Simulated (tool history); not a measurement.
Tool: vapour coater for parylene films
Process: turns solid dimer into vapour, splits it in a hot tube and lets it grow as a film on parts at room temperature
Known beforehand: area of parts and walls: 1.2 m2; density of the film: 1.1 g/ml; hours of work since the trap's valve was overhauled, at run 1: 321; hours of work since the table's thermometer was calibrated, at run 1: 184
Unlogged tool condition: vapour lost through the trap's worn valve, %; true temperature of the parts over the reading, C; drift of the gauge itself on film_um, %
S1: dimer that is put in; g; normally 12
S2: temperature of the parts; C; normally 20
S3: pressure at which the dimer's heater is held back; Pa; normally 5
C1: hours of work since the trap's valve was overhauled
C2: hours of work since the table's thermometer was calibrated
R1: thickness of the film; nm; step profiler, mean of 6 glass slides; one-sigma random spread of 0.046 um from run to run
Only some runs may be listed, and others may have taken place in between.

Run 1, hour 0: usual settings; C1 321; C2 184. Result: R1 4970 nm.
Run 2, hour 14.7: usual settings; C1 333; C2 197. Result: R1 4920 nm.
Run 3, hour 29.2: usual settings; C1 345; C2 209. Result: R1 4940 nm.
Run 4, hour 38.2: usual settings but S3 7.25 Pa; C1 353; C2 216. Result: R1 4670 nm.
Run 5, hour 47: usual settings but S3 7.25 Pa; C1 360; C2 223. Result: R1 4720 nm.
Run 6, hour 59.2: usual settings; C1 370; C2 234. Result: R1 4870 nm.
Run 7, hour 69.1: usual settings; C1 378; C2 242. Result: R1 4750 nm.
Run 8, hour 83.5: usual settings; C1 390; C2 254. Result: R1 4850 nm.
Run 9, hour 99.6: usual settings; C1 404; C2 267. Result: R1 4810 nm.
Run 10, hour 113.5: usual settings; C1 415; C2 279. Result: R1 4850 nm.
Run 11, hour 132.7: usual settings; C1 431; C2 294. Result: R1 4780 nm.
Run 12, hour 144.8: usual settings; C1 441; C2 305. Result: R1 4800 nm.
Run 13, hour 161.9: usual settings; C1 455; C2 319. Result: R1 4840 nm.
Run 14, hour 172.8: usual settings; C1 464; C2 328. Result: R1 4730 nm.
Run 15, hour 191.7: usual settings; C1 480; C2 343. Result: R1 4790 nm.
Run 16, hour 208: usual settings; C1 493; C2 357. Result: R1 4730 nm.
Run 17, hour 218.9: usual settings; C1 502; C2 366. Result: R1 4790 nm.
At hour 239: trap's valve overhauled.
Run 18, hour 242.4: usual settings but S1 15 g, S2 24 C; C1 3; C2 382. Result: R1 5460 nm.
Run 19, hour 261.2: usual settings but S1 5 g, S2 15 C, S3 2.39 Pa; C1 18; C2 398. Result: R1 3020 nm.
Run 20, hour 271.7: usual settings but S1 16 g, S2 28 C, S3 5.16 Pa; C1 27; C2 406. Result: R1 4780 nm.
Run 21, hour 289.5: usual settings but S1 21 g, S2 22 C, S3 4.84 Pa; C1 42; C2 421. Result: R1 8430 nm.
Run 22, hour 302.7: usual settings but S2 18 C, S3 10.62 Pa; C1 53; C2 432. Result: R1 5240 nm.
Run 23, hour 311: usual settings but S2 18 C, S3 10.62 Pa; C1 60; C2 439. Result: R1 5280 nm.
Run 24, hour 330.1: usual settings but S2 22 C, S3 10.29 Pa; C1 76; C2 455. Result: R1 4270 nm.
Run 25, hour 346.8: usual settings but S1 5 g, S2 26 C, S3 10.27 Pa; C1 89; C2 469. Result: R1 1540 nm.
Run 26, hour 363.2: usual settings but S3 8.29 Pa; C1 103; C2 482. Result: R1 4790 nm.
Run 27, hour 371.5: usual settings but S1 17 g, S2 23 C; C1 110; C2 489. Result: R1 6350 nm.
Run 28, hour 383.1: usual settings but S1 13 g, S2 22 C; C1 120; C2 499. Result: R1 5120 nm.
Run 29, hour 402.4: usual settings but S1 6 g, S2 13 C, S3 3.67 Pa; C1 136; C2 515. Result: R1 3660 nm.
Run 30, hour 411.1: usual settings but S1 6 g, S2 13 C, S3 3.67 Pa; C1 143; C2 522. Result: R1 3680 nm.
Run 31, hour 420.3: usual settings but S1 15 g, S3 6.62 Pa; C1 150; C2 530. Result: R1 6160 nm.
Run 32, hour 438.5: usual settings but S2 15 C, S3 6.81 Pa; C1 165; C2 545. Result: R1 6200 nm.
Run 33, hour 454.2: usual settings but S2 19 C, S3 6.73 Pa; C1 179; C2 558. Result: R1 5180 nm.

Forecast each of these 5 alternatives for the next run:
Run A, hour 468.4: usual settings but S1 19 g, S3 4.21 Pa; C1 190; C2 570. Result: R1 ?.
Run B, hour 468.4: usual settings but S3 6.73 Pa; C1 190; C2 570. Result: R1 ?.
Run C, hour 468.4: usual settings but S2 19 C, S3 8.39 Pa; C1 190; C2 570. Result: R1 ?.
Run D, hour 468.4: usual settings but S1 5 g, S2 13 C, S3 10.74 Pa; C1 190; C2 570. Result: R1 ?.
Run E, hour 468.4: usual settings but S2 22 C, S3 3.85 Pa; C1 190; C2 570. Result: R1 ?.

run    R1
  A  8270
  B  4910
  C  4900
  D  2600
  E  4760
What these runs would have given with no unlogged condition in the tool:
run    R1
  A  8520
  B  5060
  C  5050
  D  2680
  E  4910
